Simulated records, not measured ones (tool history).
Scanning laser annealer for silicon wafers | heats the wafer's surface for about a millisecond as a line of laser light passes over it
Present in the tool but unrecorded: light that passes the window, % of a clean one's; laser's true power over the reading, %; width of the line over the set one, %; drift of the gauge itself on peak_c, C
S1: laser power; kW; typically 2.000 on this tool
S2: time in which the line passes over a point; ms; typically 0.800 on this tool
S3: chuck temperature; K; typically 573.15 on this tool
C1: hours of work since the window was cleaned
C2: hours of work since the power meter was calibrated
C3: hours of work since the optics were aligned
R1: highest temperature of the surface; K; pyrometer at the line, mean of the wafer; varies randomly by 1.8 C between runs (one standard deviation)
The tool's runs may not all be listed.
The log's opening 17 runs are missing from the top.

Run 18, hour 186.0: usual settings but S1 2.059 kW; C1 223; C2 151; C3 366. Result: R1 1365.15 K.
Run 19, hour 192.9: usual settings but S1 2.059 kW; C1 227; C2 155; C3 370. Result: R1 1366.15 K.
Run 20, hour 199.7: usual settings; C1 231; C2 159; C3 374. Result: R1 1338.15 K.
Run 21, hour 212.1: usual settings; C1 238; C2 167; C3 382. Result: R1 1340.15 K.
Run 22, hour 224.9: usual settings but S2 0.983 ms; C1 246; C2 174; C3 389. Result: R1 1433.15 K.
Run 23, hour 236.2: usual settings but S1 2.128 kW, S2 0.730 ms, S3 612.15 K; C1 252; C2 181; C3 396. Result: R1 1392.15 K.
Run 24, hour 251.0: usual settings but S1 2.128 kW, S2 0.926 ms, S3 604.15 K; C1 261; C2 189; C3 404. Result: R1 1492.15 K.
Run 25, hour 262.5: usual settings but S1 1.838 kW, S2 0.830 ms; C1 268; C2 196; C3 411. Result: R1 1282.15 K.
Run 26, hour 272.8: usual settings but S2 0.741 ms, S3 602.15 K; C1 274; C2 202; C3 417. Result: R1 1332.15 K.
Run 27, hour 284.1: usual settings but S1 1.712 kW, S2 0.600 ms, S3 536.15 K; C1 280; C2 209; C3 424. Result: R1 1081.15 K.
Run 28, hour 293.8: usual settings but S1 2.017 kW, S2 0.667 ms, S3 580.15 K; C1 286; C2 214; C3 429. Result: R1 1280.15 K.
Run 29, hour 303.9: usual settings but S1 2.017 kW, S2 0.889 ms, S3 568.15 K; C1 292; C2 220; C3 435. Result: R1 1385.15 K.
Run 30, hour 313.5: usual settings but S1 2.017 kW, S2 0.889 ms, S3 568.15 K; C1 297; C2 226; C3 441. Result: R1 1389.15 K.
Run 31, hour 326.1: usual settings but S1 2.017 kW, S2 0.833 ms, S3 548.15 K; C1 305; C2 233; C3 448. Result: R1 1340.15 K.
Run 32, hour 334.1: usual settings but S1 2.017 kW, S2 0.833 ms, S3 548.15 K; C1 309; C2 238; C3 453. Result: R1 1337.15 K.
Run 33, hour 347.5: usual settings but S1 2.017 kW, S2 0.833 ms, S3 548.15 K; C1 317; C2 245; C3 460. Result: R1 1336.15 K.
Run 34, hour 355.1: usual settings but S1 2.187 kW, S2 0.978 ms, S3 559.15 K; C1 322; C2 250; C3 465. Result: R1 1505.15 K.
Run 35, hour 369.1: usual settings but S1 1.823 kW, S2 0.766 ms, S3 556.15 K; C1 330; C2 258; C3 473. Result: R1 1226.15 K.
Run 36, hour 375.7: usual settings but S1 1.993 kW, S2 0.664 ms, S3 551.15 K; C1 334; C2 262; C3 477. Result: R1 1238.15 K.
Run 37, hour 390.4: usual settings but S1 1.993 kW, S2 0.664 ms, S3 551.15 K; C1 342; C2 270; C3 485. Result: R1 1239.15 K.
Run 38, hour 403.4: usual settings but S1 1.993 kW, S2 0.664 ms, S3 551.15 K; C1 350; C2 278; C3 493. Result: R1 1239.15 K.
Run 39, hour 416.6: usual settings but S2 0.900 ms; C1 357; C2 286; C3 501. Result: R1 1392.15 K.
Run 40, hour 425.2: usual settings but S2 0.768 ms; C1 362; C2 291; C3 506. Result: R1 1322.15 K.
Run 41, hour 440.5: usual settings but S1 1.906 kW, S2 0.696 ms, S3 583.15 K; C1 371; C2 300; C3 515. Result: R1 1252.15 K.

Each row is a separate what-if for the run after 41, all from the same tool condition, not one after another. Results?
Run A, hour 453.9: usual settings but S2 0.836 ms, S3 608.15 K; C1 379; C2 307; C3 522. Result: R1 ?.
Run B, hour 453.9: usual settings but S1 2.178 kW, S2 0.747 ms, S3 612.15 K; C1 379; C2 307; C3 522. Result: R1 ?.
Run C, hour 453.9: usual settings but S1 1.992 kW, S2 0.778 ms, S3 578.15 K; C1 379; C2 307; C3 522. Result: R1 ?.
Run D, hour 453.9: usual settings but S1 1.971 kW, S3 611.15 K; C1 379; C2 307; C3 522. Result: R1 ?.

run       R1
  A  1392.15
  B  1422.15
  C  1324.15
  D  1363.15
With no hidden state in the tool, these same runs would have given:
run       R1
  A  1393.15
  B  1423.15
  C  1324.15
  D  1363.15
